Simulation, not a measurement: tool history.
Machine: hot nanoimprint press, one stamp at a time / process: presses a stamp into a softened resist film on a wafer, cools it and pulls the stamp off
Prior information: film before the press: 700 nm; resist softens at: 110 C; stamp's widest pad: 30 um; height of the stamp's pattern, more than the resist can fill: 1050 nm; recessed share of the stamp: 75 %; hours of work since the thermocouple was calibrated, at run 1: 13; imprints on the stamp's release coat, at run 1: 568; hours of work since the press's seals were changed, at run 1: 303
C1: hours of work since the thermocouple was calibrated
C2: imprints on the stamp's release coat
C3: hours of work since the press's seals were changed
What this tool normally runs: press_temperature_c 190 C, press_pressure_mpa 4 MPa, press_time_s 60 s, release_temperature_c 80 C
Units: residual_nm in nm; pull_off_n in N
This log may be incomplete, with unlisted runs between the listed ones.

run 1 hour=0 | press_temperature_c=190 press_pressure_mpa=4 press_time_s=60 release_temperature_c=80 | C1=13 C2=568 C3=303 | residual_nm=403.7 pull_off_n=135
run 2 hour=10.8 | press_temperature_c=190 press_pressure_mpa=4 press_time_s=60 release_temperature_c=80 | C1=20 C2=618 C3=311 | residual_nm=402.1 pull_off_n=136
run 3 hour=19.3 | press_temperature_c=190 press_pressure_mpa=4 press_time_s=60 release_temperature_c=80 | C1=26 C2=657 C3=317 | residual_nm=407 pull_off_n=138
run 4 hour=30.1 | press_temperature_c=190 press_pressure_mpa=4 press_time_s=60 release_temperature_c=80 | C1=34 C2=706 C3=324 | residual_nm=403.1 pull_off_n=139
-- hour=33.7 plate thermocouple calibrated
run 5 hour=44.4 | press_temperature_c=190 press_pressure_mpa=3.08 press_time_s=60 release_temperature_c=80 | C1=8 C2=758 C3=332 | residual_nm=440.8 pull_off_n=143
run 6 hour=52.6 | press_temperature_c=190 press_pressure_mpa=5.16 press_time_s=54 release_temperature_c=66 | C1=13 C2=796 C3=338 | residual_nm=383.8 pull_off_n=155
run 7 hour=60 | press_temperature_c=190 press_pressure_mpa=4 press_time_s=38 release_temperature_c=80 | C1=19 C2=830 C3=343 | residual_nm=462.7 pull_off_n=142
run 8 hour=65.6 | press_temperature_c=190 press_pressure_mpa=4 press_time_s=38 release_temperature_c=80 | C1=23 C2=856 C3=347 | residual_nm=463 pull_off_n=144
run 9 hour=72.5 | press_temperature_c=190 press_pressure_mpa=4 press_time_s=38 release_temperature_c=80 | C1=27 C2=887 C3=352 | residual_nm=462.1 pull_off_n=148
run 10 hour=79.2 | press_temperature_c=179 press_pressure_mpa=3.06 press_time_s=60 release_temperature_c=80 | C1=32 C2=918 C3=357 | residual_nm=584.8 pull_off_n=141

Entry by entry between the runs, the difference in hidden state between the last listed run before and the first listed run after:
Runs 4 to 5: plate thermocouple calibrated (hour 33.7)
  true temperature over the reading, C: 0.15 -> 0.23; pressure that arrives at the usual setting, %: 97.43 -> 97.37; grip of the stamp's worn release coat, % over a new coat's: 17.7 -> 19
  the result without the hidden state subtracted from the measured one, residual_nm: +1.6 -> -0.4 nm; pull_off_n: +21 -> +23 N

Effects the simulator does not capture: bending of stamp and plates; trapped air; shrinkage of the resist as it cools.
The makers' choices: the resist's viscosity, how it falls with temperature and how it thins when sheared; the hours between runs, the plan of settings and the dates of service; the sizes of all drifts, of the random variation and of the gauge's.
